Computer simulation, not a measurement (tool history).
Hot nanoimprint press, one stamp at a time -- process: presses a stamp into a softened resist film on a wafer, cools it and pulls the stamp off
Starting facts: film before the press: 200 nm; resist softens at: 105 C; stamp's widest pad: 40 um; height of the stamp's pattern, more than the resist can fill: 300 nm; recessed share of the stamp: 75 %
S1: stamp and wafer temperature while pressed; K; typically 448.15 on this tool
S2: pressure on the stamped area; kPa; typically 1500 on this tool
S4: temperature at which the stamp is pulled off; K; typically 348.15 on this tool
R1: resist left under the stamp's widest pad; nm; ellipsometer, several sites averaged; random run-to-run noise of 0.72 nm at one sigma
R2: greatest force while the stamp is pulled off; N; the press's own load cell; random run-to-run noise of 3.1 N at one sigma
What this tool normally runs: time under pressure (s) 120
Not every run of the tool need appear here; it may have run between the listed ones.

{"run": 1, "day": 0.0, "S1": 448.15, "S2": 1500, "time under pressure (s)": 120, "S4": 348.15, "R1": 86.4, "R2": 145}
{"run": 2, "day": 0.983, "S1": 447.15, "S2": 1500, "time under pressure (s)": 120, "S4": 348.15, "R1": 88.4, "R2": 151}
{"run": 3, "day": 2.908, "S1": 447.15, "S2": 1500, "time under pressure (s)": 120, "S4": 348.15, "R1": 87.1, "R2": 146}
{"day": 3.842, "done": "plate thermocouple calibrated"}
{"day": 5.271, "done": "press's hydraulic seals changed and the load cell set to zero"}
{"run": 4, "day": 5.271, "S1": 448.15, "S2": 1500, "time under pressure (s)": 120, "S4": 337.15, "R1": 86.4, "R2": 183}
{"run": 5, "day": 7.2, "S1": 448.15, "S2": 1500, "time under pressure (s)": 120, "S4": 337.15, "R1": 86.2, "R2": 180}
{"run": 6, "day": 8.242, "S1": 448.15, "S2": 1500, "time under pressure (s)": 187, "S4": 348.15, "R1": 71.4, "R2": 148}
{"run": 7, "day": 10.1, "S1": 437.15, "S2": 1500, "time under pressure (s)": 120, "S4": 348.15, "R1": 127, "R2": 148}
{"run": 8, "day": 11.021, "S1": 437.15, "S2": 1500, "time under pressure (s)": 120, "S4": 348.15, "R1": 127.1, "R2": 145}
{"run": 9, "day": 12.129, "S1": 448.15, "S2": 1500, "time under pressure (s)": 120, "S4": 348.15, "R1": 85.2, "R2": 149}
{"run": 10, "day": 13.104, "S1": 448.15, "S2": 1500, "time under pressure (s)": 120, "S4": 348.15, "R1": 85.7, "R2": 150}
{"run": 11, "day": 14.638, "S1": 448.15, "S2": 1500, "time under pressure (s)": 120, "S4": 348.15, "R1": 86.2, "R2": 148}
{"run": 12, "day": 15.871, "S1": 447.15, "S2": 1500, "time under pressure (s)": 120, "S4": 348.15, "R1": 88.8, "R2": 147}
{"run": 13, "day": 16.738, "S1": 447.15, "S2": 1500, "time under pressure (s)": 120, "S4": 348.15, "R1": 89.7, "R2": 146}
{"run": 14, "day": 17.908, "S1": 447.15, "S2": 1500, "time under pressure (s)": 120, "S4": 348.15, "R1": 88.5, "R2": 148}
{"run": 15, "day": 19.433, "S1": 448.15, "S2": 1500, "time under pressure (s)": 129, "S4": 348.15, "R1": 84.6, "R2": 142}
{"run": 16, "day": 20.233, "S1": 448.15, "S2": 1500, "time under pressure (s)": 207, "S4": 348.15, "R1": 70, "R2": 149}
{"run": 17, "day": 21.354, "S1": 448.15, "S2": 1500, "time under pressure (s)": 93, "S4": 348.15, "R1": 92.8, "R2": 143}
{"run": 18, "day": 22.35, "S1": 448.15, "S2": 1510, "time under pressure (s)": 216, "S4": 348.15, "R1": 69.2, "R2": 138}
{"run": 19, "day": 23.246, "S1": 448.15, "S2": 1030, "time under pressure (s)": 120, "S4": 348.15, "R1": 102.8, "R2": 148}
{"run": 20, "day": 24.188, "S1": 448.15, "S2": 1030, "time under pressure (s)": 120, "S4": 348.15, "R1": 103.7, "R2": 145}
{"run": 21, "day": 25.85, "S1": 447.15, "S2": 1450, "time under pressure (s)": 120, "S4": 348.15, "R1": 91.3, "R2": 148}

Forecast run 22:
{"run": 22, "day": 27.396, "S1": 438.15, "S2": 1500, "time under pressure (s)": 63, "S4": 348.15, "R1": "?", "R2": "?"}

{"run 22": {"R1": 144.8, "R2": 148}}
With the hidden condition absent and the run-to-run variation left alone, this run would have shown R1 144.7 nm, R2 147 N.

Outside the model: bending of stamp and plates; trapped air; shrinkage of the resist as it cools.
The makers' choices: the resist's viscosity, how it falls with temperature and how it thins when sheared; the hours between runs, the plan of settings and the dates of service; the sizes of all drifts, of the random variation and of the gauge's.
